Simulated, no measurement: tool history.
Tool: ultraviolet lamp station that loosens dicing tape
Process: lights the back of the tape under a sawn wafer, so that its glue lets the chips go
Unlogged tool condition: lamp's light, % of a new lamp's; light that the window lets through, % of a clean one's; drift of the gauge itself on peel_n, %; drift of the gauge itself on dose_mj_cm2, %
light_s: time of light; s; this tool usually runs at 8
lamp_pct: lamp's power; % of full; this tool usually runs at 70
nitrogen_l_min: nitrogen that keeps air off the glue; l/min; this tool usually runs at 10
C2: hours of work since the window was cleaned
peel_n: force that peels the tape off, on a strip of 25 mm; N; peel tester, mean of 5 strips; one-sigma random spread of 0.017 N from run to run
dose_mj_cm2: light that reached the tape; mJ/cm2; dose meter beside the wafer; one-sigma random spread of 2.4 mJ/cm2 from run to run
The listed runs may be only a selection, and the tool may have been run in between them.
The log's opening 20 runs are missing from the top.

Run 21, hour 158.7: usual settings but light_s 11 s, nitrogen_l_min 5 l/min; hours of work of the lamp 152; C2 180. Result: peel_n 0.747 N, dose_mj_cm2 382 mJ/cm2.
Run 22, hour 164.7: usual settings but light_s 14 s; hours of work of the lamp 155; C2 183. Result: peel_n 0.336 N, dose_mj_cm2 482 mJ/cm2.
Run 23, hour 170.8: usual settings but light_s 13 s, lamp_pct 68 % of full, nitrogen_l_min 7 l/min; hours of work of the lamp 157; C2 185. Result: peel_n 0.477 N, dose_mj_cm2 434 mJ/cm2.
Run 24, hour 182.4: usual settings but light_s 13 s, lamp_pct 68 % of full, nitrogen_l_min 7 l/min; hours of work of the lamp 162; C2 190. Result: peel_n 0.489 N, dose_mj_cm2 435 mJ/cm2.
Run 25, hour 190.7: usual settings but light_s 12 s, lamp_pct 69 % of full, nitrogen_l_min 5 l/min; hours of work of the lamp 165; C2 193. Result: peel_n 0.681 N, dose_mj_cm2 407 mJ/cm2.
Run 26, hour 196.4: usual settings but light_s 12 s, lamp_pct 69 % of full, nitrogen_l_min 5 l/min; hours of work of the lamp 168; C2 195. Result: peel_n 0.701 N, dose_mj_cm2 404 mJ/cm2.
Run 27, hour 206.0: usual settings but lamp_pct 74 % of full, nitrogen_l_min 4 l/min; hours of work of the lamp 171; C2 199. Result: peel_n 1.333 N, dose_mj_cm2 288 mJ/cm2.
Run 28, hour 214.6: usual settings but lamp_pct 74 % of full, nitrogen_l_min 4 l/min; hours of work of the lamp 175; C2 203. Result: peel_n 1.375 N, dose_mj_cm2 289 mJ/cm2.
Run 29, hour 222.0: usual settings but lamp_pct 62 % of full; hours of work of the lamp 178; C2 206. Result: peel_n 0.964 N, dose_mj_cm2 243 mJ/cm2.
Run 30, hour 229.9: usual settings but light_s 5 s, lamp_pct 100 % of full, nitrogen_l_min 9 l/min; hours of work of the lamp 181; C2 209. Result: peel_n 1.047 N, dose_mj_cm2 249 mJ/cm2.
Run 31, hour 238.4: usual settings but light_s 10 s, lamp_pct 97 % of full, nitrogen_l_min 4 l/min; hours of work of the lamp 184; C2 212. Result: peel_n 0.614 N, dose_mj_cm2 475 mJ/cm2.
Run 32, hour 246.8: usual settings but nitrogen_l_min 19 l/min; hours of work of the lamp 188; C2 216. Result: peel_n 0.555 N, dose_mj_cm2 276 mJ/cm2.
Run 33, hour 255.3: usual settings but nitrogen_l_min 19 l/min; hours of work of the lamp 191; C2 219. Result: peel_n 0.566 N, dose_mj_cm2 275 mJ/cm2.
Run 34, hour 260.5: usual settings but light_s 5 s, lamp_pct 72 % of full, nitrogen_l_min 12 l/min; hours of work of the lamp 193; C2 221. Result: peel_n 1.429 N, dose_mj_cm2 175 mJ/cm2.
Run 35, hour 271.1: usual settings but light_s 5 s, lamp_pct 74 % of full, nitrogen_l_min 9 l/min; hours of work of the lamp 198; C2 226. Result: peel_n 1.577 N, dose_mj_cm2 180 mJ/cm2.
Run 36, hour 277.0: usual settings but light_s 12 s; hours of work of the lamp 200; C2 228. Result: peel_n 0.416 N, dose_mj_cm2 416 mJ/cm2.
Run 37, hour 286.9: usual settings but light_s 4 s, lamp_pct 74 % of full; hours of work of the lamp 204; C2 232. Result: peel_n 2.000 N, dose_mj_cm2 146 mJ/cm2.
Run 38, hour 296.9: usual settings but light_s 4 s, lamp_pct 74 % of full; hours of work of the lamp 208; C2 236. Result: peel_n 1.955 N, dose_mj_cm2 144 mJ/cm2.
Run 39, hour 305.9: usual settings but light_s 5 s, lamp_pct 76 % of full; hours of work of the lamp 212; C2 240. Result: peel_n 1.484 N, dose_mj_cm2 185 mJ/cm2.
Run 40, hour 313.6: usual settings but light_s 9 s, lamp_pct 84 % of full, nitrogen_l_min 17 l/min; hours of work of the lamp 215; C2 243. Result: peel_n 0.366 N, dose_mj_cm2 371 mJ/cm2.
Run 41, hour 322.0: usual settings but light_s 7 s, nitrogen_l_min 15 l/min; hours of work of the lamp 218; C2 246. Result: peel_n 0.751 N, dose_mj_cm2 235 mJ/cm2.
Run 42, hour 331.3: usual settings but light_s 6 s, lamp_pct 65 % of full; hours of work of the lamp 222; C2 250. Result: peel_n 1.435 N, dose_mj_cm2 195 mJ/cm2.
Run 43, hour 340.9: usual settings but lamp_pct 94 % of full, nitrogen_l_min 16 l/min; hours of work of the lamp 226; C2 254. Result: peel_n 0.395 N, dose_mj_cm2 367 mJ/cm2.

Predict each of these 3 candidate next runs independently; none follows another, all start after run 43:
Run A, hour 346.5: usual settings but light_s 5 s, lamp_pct 64 % of full, nitrogen_l_min 5 l/min; hours of work of the lamp 228; C2 256. Result: peel_n ?, dose_mj_cm2 ?.
Run B, hour 346.5: usual settings but light_s 10 s, lamp_pct 94 % of full, nitrogen_l_min 16 l/min; hours of work of the lamp 228; C2 256. Result: peel_n ?, dose_mj_cm2 ?.
Run C, hour 346.5: usual settings but lamp_pct 71 % of full, nitrogen_l_min 16 l/min; hours of work of the lamp 228; C2 256. Result: peel_n ?, dose_mj_cm2 ?.

run  peel_n  dose_mj_cm2
  A   2.434          152
  B   0.307          459
  C   0.584          277
The same runs, with their run-to-run variation unchanged, on a tool lacking any hidden condition would have given:
run  peel_n  dose_mj_cm2
  A   2.430          152
  B   0.306          460
  C   0.582          278

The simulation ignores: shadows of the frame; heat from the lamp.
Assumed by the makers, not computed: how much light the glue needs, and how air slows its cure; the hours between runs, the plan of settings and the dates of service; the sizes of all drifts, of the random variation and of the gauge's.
